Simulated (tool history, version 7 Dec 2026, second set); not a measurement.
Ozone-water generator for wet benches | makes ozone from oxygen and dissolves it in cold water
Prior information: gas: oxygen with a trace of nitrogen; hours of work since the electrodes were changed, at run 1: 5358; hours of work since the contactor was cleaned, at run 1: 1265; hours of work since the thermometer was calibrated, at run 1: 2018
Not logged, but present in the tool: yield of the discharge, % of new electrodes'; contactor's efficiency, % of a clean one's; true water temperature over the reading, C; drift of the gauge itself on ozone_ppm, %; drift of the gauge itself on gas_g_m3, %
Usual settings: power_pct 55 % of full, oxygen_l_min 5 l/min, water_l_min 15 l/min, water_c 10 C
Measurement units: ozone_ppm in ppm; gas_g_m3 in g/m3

run    hour  power_pct  oxygen_l_min  water_l_min  water_c  hours of work since the electrodes were changed  hours of work since the contactor was cleaned  hours of work since the thermometer was calibrated  ozone_ppm  gas_g_m3
  1       0         55             5           15       10                                             5358                                           1265                                                2018         29     223.8
  2    60.5         55             5           15       10                                             5417                                           1324                                                2077       29.3     224.6
  3   166.5         55             5           15       10                                             5520                                           1427                                                2180       28.8     225.2
  4     289         55             5           18       10                                             5640                                           1546                                                2299       24.1     225.9
  5     378         55             5           10       10                                             5726                                           1633                                                2386       40.7     224.1
  6   501.9         55             5           15       10                                             5847                                           1754                                                2506         29     222.3
  7   634.4         55             5           15       10                                             5976                                           1883                                                2635       28.8     225.2
  8   696.8         59             5           15       10                                             6037                                           1943                                                2696       30.1     233.5
  9   787.8         55           2.7           15       10                                             6125                                           2032                                                2785       26.5     296.6
 10   902.5         55           2.7           15       10                                             6237                                           2144                                                2896       25.8     297.9
 11   995.3         55           2.7           15       10                                             6327                                           2234                                                2987       25.8     299.6
 12  1118.2         55             5           15       10                                             6447                                           2353                                                3106       28.8       224
 13  1218.5         85             5           15       10                                             6544                                           2451                                                3204       38.1     294.8
 14  1301.5         85             5           15       10                                             6625                                           2532                                                3285       37.8     292.2
 15  1432.7         85             5           15       10                                             6753                                           2660                                                3412       37.5     294.4
 16  1542.4         85             5           15       10                                             6860                                           2766                                                3519       37.8     291.8
     1556.2  -- contactor cleaned
 17  1662.8         85             5           15       10                                             6973                                            104                                                3632         37     294.7
 18  1728.7         85             5           15       10                                             7037                                            168                                                3697       37.3     295.1
       1759  -- contactor cleaned, once more
 19  1851.2         85             5           15       10                                             7152                                             90                                                3812       37.8     292.5
 20  1930.4         85             5           12       10                                             7230                                            167                                                3889       46.1     294.8
 21  2000.3         85          3.11           12       10                                             7298                                            235                                                3957         44     368.1
 22  2109.4         65          8.65           17       10                                             7404                                            341                                                4063       28.7     187.5
 23  2235.7         65          8.65           17       10                                             7527                                            464                                                4186       29.2     189.8
 24  2365.6         65          8.65           17       10                                             7653                                            590                                                4313       28.7     190.6
 25    2487         65          8.65           17       10                                             7771                                            709                                                4431       28.7     190.1
 26  2554.7         65          8.65           17       10                                             7837                                            775                                                4497       28.9     188.4
 27  2654.1         72          2.59           15       10                                             7934                                            871                                                4594       30.7       352
 28  2762.4         50          2.59           15        7                                             8039                                            977                                                4699       24.4       280
 29  2867.1         50          2.59           22       16                                             8141                                           1079                                                4801       14.6     280.5
 30  3004.3         46          5.57           13        8                                             8275                                           1212                                                4934       29.9     184.6
 31  3123.4         45             5           16       11                                             8391                                           1328                                                5050       23.2     194.5
 32  3247.6         55          8.34           15        8                                             8512                                           1449                                                5171       29.5     171.8
 33    3367         73          3.73           15        8                                             8628                                           1565                                                5287       33.3       296

For each run, the measured value with the value that run would have given without the tool's hidden condition subtracted. The run-to-run variation is shared by both, the gauge scatter possibly not:
run  ozone_ppm  gas_g_m3
  1       -1.6     -10.5
  2       -1.7     -10.7
  3       -1.6       -11
  4       -1.5     -11.3
  5       -2.4     -11.4
  6       -1.9     -11.5
  7       -1.9     -11.9
  8       -2.1     -13.2
  9       -1.8     -16.1
 10       -1.9     -16.5
 11       -1.9     -16.8
 12       -2.1     -12.8
 13       -3.6     -23.4
 14       -3.7     -23.5
 15       -3.8     -24.2
 16       -3.9     -24.3
 17       -4.2     -25.1
 18       -4.2     -25.3
 19       -3.5     -25.6
 20       -4.2     -26.1
 21       -4.1       -33
 22       -2.4     -14.3
 23       -2.5     -14.6
 24       -2.5       -15
 25       -2.5     -15.2
 26       -2.6     -15.2
 27         -3       -31
 28       -1.9     -18.8
 29       -1.2     -19.2
 30       -2.3       -12
 31       -1.8     -12.4
 32       -2.7     -13.3
 33       -3.7     -28.9
